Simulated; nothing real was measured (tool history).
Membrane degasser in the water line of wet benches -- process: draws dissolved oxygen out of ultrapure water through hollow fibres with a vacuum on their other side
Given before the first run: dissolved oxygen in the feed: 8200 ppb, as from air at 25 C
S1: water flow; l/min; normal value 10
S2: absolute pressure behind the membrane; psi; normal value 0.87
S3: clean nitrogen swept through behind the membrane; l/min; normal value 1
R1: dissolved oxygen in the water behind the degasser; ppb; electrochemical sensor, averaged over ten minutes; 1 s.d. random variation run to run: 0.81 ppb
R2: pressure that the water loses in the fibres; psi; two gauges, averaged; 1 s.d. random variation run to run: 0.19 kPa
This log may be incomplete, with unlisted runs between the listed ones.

| run | hour | S1 | S2 | S3 | R1 | R2 |
|---|---|---|---|---|---|---|
| 1 | 0 | 10 | 0.87 | 1 | 77.5 | 5.443 |
| 2 | 86.6 | 10 | 0.87 | 1 | 75.5 | 5.408 |
| 3 | 154.2 | 10 | 0.87 | 2.16 | 41.3 | 5.388 |
| 4 | 260.7 | 10 | 0.87 | 2.86 | 34.5 | 5.394 |
| 5 | 362.7 | 10 | 0.87 | 2.86 | 33.9 | 5.356 |
| 6 | 432.9 | 10 | 1.534 | 1 | 185.5 | 5.382 |
| 7 | 494.8 | 10 | 1.534 | 1 | 177.9 | 5.381 |
| 8 | 607.3 | 11 | 1.534 | 0.96 | 205.4 | 5.875 |
|  | 669.7 | seals of the vacuum lines changed |
| 9 | 721.7 | 7 | 1.534 | 1.36 | 94.4 | 3.743 |
| 10 | 807.7 | 7 | 1.534 | 1.36 | 93.4 | 3.716 |

Here are 4 independent what-if runs from the current tool condition. What would each one return?
| A | 890.3 | 11 | 0.87 | 2.9 | ? | ? |
| B | 890.3 | 10 | 0.87 | 0.58 | ? | ? |
| C | 890.3 | 10 | 1.046 | 1.05 | ? | ? |
| D | 890.3 | 12 | 1.974 | 1.36 | ? | ? |

| run | R1 | R2 |
|---|---|---|
| A | 40.3 | 5.848 |
| B | 118.2 | 5.379 |
| C | 99.6 | 5.408 |
| D | 235.5 | 6.447 |
The same runs, with their run-to-run variation unchanged, on a tool lacking any hidden condition would have given:
| run | R1 | R2 |
|---|---|---|
| A | 40.3 | 5.928 |
| B | 118.1 | 5.452 |
| C | 99.5 | 5.481 |
| D | 235.4 | 6.534 |

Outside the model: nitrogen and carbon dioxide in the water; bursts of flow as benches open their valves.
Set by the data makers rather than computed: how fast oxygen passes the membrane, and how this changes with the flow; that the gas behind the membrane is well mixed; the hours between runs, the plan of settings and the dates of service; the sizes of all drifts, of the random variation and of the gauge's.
